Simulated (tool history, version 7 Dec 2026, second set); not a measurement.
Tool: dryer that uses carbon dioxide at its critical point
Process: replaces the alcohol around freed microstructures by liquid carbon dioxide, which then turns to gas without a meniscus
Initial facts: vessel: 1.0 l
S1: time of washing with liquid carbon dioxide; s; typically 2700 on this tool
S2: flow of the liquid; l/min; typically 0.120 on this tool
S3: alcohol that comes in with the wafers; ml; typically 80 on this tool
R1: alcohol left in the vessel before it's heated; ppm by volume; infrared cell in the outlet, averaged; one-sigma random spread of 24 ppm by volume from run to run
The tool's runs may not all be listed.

{"run": 1, "hour": 0.0, "S1": 2700, "S2": 0.12, "S3": 80, "R1": 1929}
{"run": 2, "hour": 10.0, "S1": 2700, "S2": 0.12, "S3": 80, "R1": 1952}
{"run": 3, "hour": 20.2, "S1": 2700, "S2": 0.12, "S3": 80, "R1": 1950}
{"run": 4, "hour": 32.0, "S1": 2700, "S2": 0.12, "S3": 80, "R1": 1926}
{"run": 5, "hour": 41.9, "S1": 2700, "S2": 0.12, "S3": 80, "R1": 1993}
{"run": 6, "hour": 57.0, "S1": 2700, "S2": 0.12, "S3": 80, "R1": 2003}
{"run": 7, "hour": 67.4, "S1": 2700, "S2": 0.12, "S3": 80, "R1": 1941}
{"run": 8, "hour": 81.4, "S1": 2700, "S2": 0.119, "S3": 80, "R1": 2022}
{"run": 9, "hour": 96.8, "S1": 2700, "S2": 0.08, "S3": 80, "R1": 7040}
{"run": 10, "hour": 112.7, "S1": 2700, "S2": 0.08, "S3": 80, "R1": 6909}
{"run": 11, "hour": 128.7, "S1": 3780, "S2": 0.133, "S3": 65, "R1": 272}
{"run": 12, "hour": 143.7, "S1": 2220, "S2": 0.111, "S3": 93, "R1": 5020}
{"run": 13, "hour": 153.5, "S1": 1860, "S2": 0.076, "S3": 93, "R1": 17337}
{"run": 14, "hour": 167.7, "S1": 2700, "S2": 0.121, "S3": 46, "R1": 990}

Withheld: 1 entry from between the runs. Position of each, and hidden state at the listed run before versus the listed run after:
In the gap between runs 11 and 12: inlet filter changed (hour 132.3)
  flow that reaches the vessel past the clogged filter, %: 94.5 -> 99.2; alcohol in the recycled carbon dioxide, ppm: 62.5 -> 64.2
  measured value less the no-hidden-state value, R1: +116 -> +182 ppm by volume
